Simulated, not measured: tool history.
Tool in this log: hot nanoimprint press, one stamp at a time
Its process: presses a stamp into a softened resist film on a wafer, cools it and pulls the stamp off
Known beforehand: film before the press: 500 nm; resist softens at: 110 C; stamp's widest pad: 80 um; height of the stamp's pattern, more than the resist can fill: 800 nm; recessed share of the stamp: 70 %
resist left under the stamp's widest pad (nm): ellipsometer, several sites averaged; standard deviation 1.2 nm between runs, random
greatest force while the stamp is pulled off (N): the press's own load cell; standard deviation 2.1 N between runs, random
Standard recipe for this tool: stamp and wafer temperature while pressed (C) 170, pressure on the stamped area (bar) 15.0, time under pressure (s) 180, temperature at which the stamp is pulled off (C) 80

run  hour  stamp and wafer temperature while pressed (C)  pressure on the stamped area (bar)  time under pressure (s)  temperature at which the stamp is pulled off (C)  resist left under the stamp's widest pad (nm)  greatest force while the stamp is pulled off (N)
  1   0.0                                            170                                15.0                      180                                                80                                          242.2                                               117
  2   9.9                                            170                                15.0                      180                                                80                                          241.6                                               116
  3  21.1                                            170                                15.0                      180                                                80                                          240.4                                               114
     38.5  -- stamp cleaned and given a new release coat
  4  39.7                                            170                                15.0                      180                                                80                                          240.5                                               111
  5  52.9                                            170                                15.0                      180                                                80                                          240.5                                               113
  6  60.4                                            170                                21.0                      180                                                80                                          201.9                                               111
  7  67.3                                            170                                21.0                      180                                                80                                          200.1                                               114
  8  75.9                                            170                                21.0                      180                                                80                                          200.7                                               116
  9  86.0                                            170                                 9.2                      292                                                80                                          262.9                                               113
 10  94.1                                            175                                15.0                      119                                                82                                          237.5                                               106

Here are 4 independent what-if runs from the current tool condition. What would each one return?
  A  107.1                                            170                                15.0                      190                                                67                                              ?                                                 ?
  B  107.1                                            170                                15.0                      119                                                82                                              ?                                                 ?
  C  107.1                                            163                                15.0                      180                                                80                                              ?                                                 ?
  D  107.1                                            177                                15.0                      162                                                86                                              ?                                                 ?

run  resist left under the stamp's widest pad (nm)  greatest force while the stamp is pulled off (N)
  A                                          235.3                                               144
  B                                          273.7                                               108
  C                                          297.2                                               116
  D                                          200.3                                                98
With no hidden state in the tool, these same runs would have given:
run  resist left under the stamp's widest pad (nm)  greatest force while the stamp is pulled off (N)
  A                                          235.8                                               144
  B                                          274.2                                               108
  C                                          297.8                                               116
  D                                          200.7                                                98

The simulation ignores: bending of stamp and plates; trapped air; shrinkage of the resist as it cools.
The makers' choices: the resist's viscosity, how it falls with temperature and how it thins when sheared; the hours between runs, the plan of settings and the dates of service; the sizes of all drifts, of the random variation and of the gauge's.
